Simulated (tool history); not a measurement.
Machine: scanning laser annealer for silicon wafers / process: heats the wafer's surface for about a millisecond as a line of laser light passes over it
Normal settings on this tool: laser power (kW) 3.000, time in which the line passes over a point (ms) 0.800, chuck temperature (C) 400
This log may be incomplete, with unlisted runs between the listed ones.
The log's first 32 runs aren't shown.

run	hour	laser power (kW)	time in which the line passes over a point (ms)	chuck temperature (C)	highest temperature of the surface (C)
33	502.8	3.000	0.847	390	1203
34	524.2	2.733	0.800	376	1076
35	544.5	2.585	0.997	410	1128
36	564.4	3.147	0.594	383	1114
37	584.2	2.976	0.916	436	1265
38	596.7	2.629	0.609	436	1017
39	618.3	2.562	0.723	401	1009
40	636.5	2.562	0.723	401	1003

Predict each of these 3 candidate next runs independently; none follows another, all start after run 40:
A	656.2	3.000	0.893	408	?
B	656.2	2.749	0.647	393	?
C	656.2	2.642	0.885	400	?

run	highest temperature of the surface (C)
A	1230
B	1021
C	1089
Stripped of hidden state, with their random variation kept, the same runs would have yielded:
run	highest temperature of the surface (C)
A	1299
B	1074
C	1147
